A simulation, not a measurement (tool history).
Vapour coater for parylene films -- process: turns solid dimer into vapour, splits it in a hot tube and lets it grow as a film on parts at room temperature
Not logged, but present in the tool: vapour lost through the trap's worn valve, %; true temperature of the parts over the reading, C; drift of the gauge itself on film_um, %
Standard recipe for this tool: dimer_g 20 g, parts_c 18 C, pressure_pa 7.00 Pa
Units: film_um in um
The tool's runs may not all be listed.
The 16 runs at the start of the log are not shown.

run,hour,dimer_g,parts_c,pressure_pa,hours of work since the trap's valve was overhauled,hours of work since the table's thermometer was calibrated,film_um
17,289.2,20,21,3.59,194,464,8.36
18,304.8,20,18,7.00,205,475,7.94
19,315.5,11,20,4.55,213,483,4.38
20,337.7,12,27,2.08,229,499,4.78
21,358.2,13,17,7.76,243,513,5.15
22,381.8,13,17,7.76,260,530,5.10
23,405.1,21,16,7.76,276,546,8.47
24,423.4,21,16,7.76,289,559,8.58
25,441.3,21,16,7.76,302,572,8.50
26,458.6,21,19,3.38,314,584,9.11
27,471.6,17,23,7.00,323,593,5.93
28,481.9,17,23,7.00,331,601,5.88
29,501.0,12,28,7.00,344,614,3.70
30,521.7,12,28,7.00,359,629,3.64
31,538.5,12,28,7.00,371,641,3.63
32,554.7,12,30,7.47,382,652,3.44
33,565.0,12,30,9.68,389,659,3.33
34,579.3,20,19,7.00,400,669,7.49
35,600.5,11,18,8.51,415,685,4.11
36,624.0,14,11,7.00,431,701,6.25

What if the next run were any one of these 3? Each begins from the tool's condition after run 36:
A,638.5,15,17,3.57,441,711,?
B,638.5,22,11,7.00,441,711,?
C,638.5,20,27,7.00,441,711,?

run,film_um
A,6.60
B,9.62
C,6.24
Without the tool's hidden state the same runs would have given:
run,film_um
A,7.13
B,10.39
C,6.74
